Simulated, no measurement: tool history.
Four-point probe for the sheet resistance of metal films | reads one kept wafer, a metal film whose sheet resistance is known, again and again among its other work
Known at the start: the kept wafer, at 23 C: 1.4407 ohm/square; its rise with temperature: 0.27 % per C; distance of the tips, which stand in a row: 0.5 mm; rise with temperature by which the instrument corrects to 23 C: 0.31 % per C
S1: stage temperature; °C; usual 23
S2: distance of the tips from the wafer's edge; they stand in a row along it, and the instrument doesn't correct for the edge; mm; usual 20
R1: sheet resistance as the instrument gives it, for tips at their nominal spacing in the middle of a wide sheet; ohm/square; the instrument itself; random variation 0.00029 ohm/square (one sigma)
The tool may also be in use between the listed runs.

run	hour	S1	S2	R1
1	0.0	23	20	1.439411
2	21.4	23	4	1.450836
3	31.3	23	4	1.450720
4	44.2	23	4	1.451416
5	65.2	23	35	1.438831
6	83.2	23	35	1.438730
7	97.9	25	20	1.438437
8	121.3	25	20	1.438604
9	131.1	25	20	1.438174
10	148.1	23	20	1.439110
11	157.6	23	20	1.439568
12	178.0	23	20	1.438901
13	196.9	23	20	1.439519
14	206.6	23	6	1.443495
15	216.9	21	6	1.444764
16	236.7	23	5	1.446476
17	246.3	23	5	1.445739
18	268.5	23	5	1.445623
19	281.4	23	5	1.446309
20	302.4	23	14	1.439267
21	319.5	23	20	1.439020
22	340.8	25	20	1.437628
23	359.9	30	19	1.434743
24	381.6	30	19	1.435444
25	402.4	30	19	1.436119
26	418.1	20	17	1.441000
27	429.1	20	17	1.440229
28	441.7	20	17	1.440698
29	459.7	25	8	1.439901
30	473.1	25	7	1.441275
31	488.8	25	7	1.441245
32	506.5	33	57	1.433455
33	526.9	19	25	1.440530
34	542.7	19	70	1.439992
35	564.0	21	5	1.447147
36	585.7	22	20	1.439732
37	605.7	25	30	1.436381
38	624.6	19	41	1.439983
39	637.5	23	8	1.440704
40	648.9	29	39	1.434316
41	668.6	30	24	1.434998
42	678.3	28	21	1.435854
43	698.7	32	20	1.433801
44	711.5	32	20	1.433817

Some steps in R1 between neighbouring runs. How much of each would the tool show without its hidden state too (settings, what came in, random variation), and how much is left for the hidden state, with any gauge scatter that isn't in both results?
The hidden state here: inner tips' distance over the nominal, %; tips' flats over new ones', %; wafer's true temperature over the reading, C; drift of the gauge itself on sheet_ohm, %.
Run 1 -> 2: S2 20 -> 4. R1 +0.011425 ohm/square: hidden state -0.000044, all else +0.011469.
Run 4 -> 5: S2 4 -> 35. R1 -0.012585 ohm/square: hidden state -0.000019, all else -0.012566.
Run 7 -> 8: no setting changed, nothing entered. R1 +0.000167 ohm/square: hidden state -0.000042, all else +0.000209.
Run 31 -> 32: S1 25 -> 33, S2 7 -> 57. R1 -0.007790 ohm/square: hidden state -0.000020, all else -0.007770.
Run 34 -> 35: S1 19 -> 21, S2 70 -> 5. R1 +0.007155 ohm/square: hidden state -0.000047, all else +0.007202.
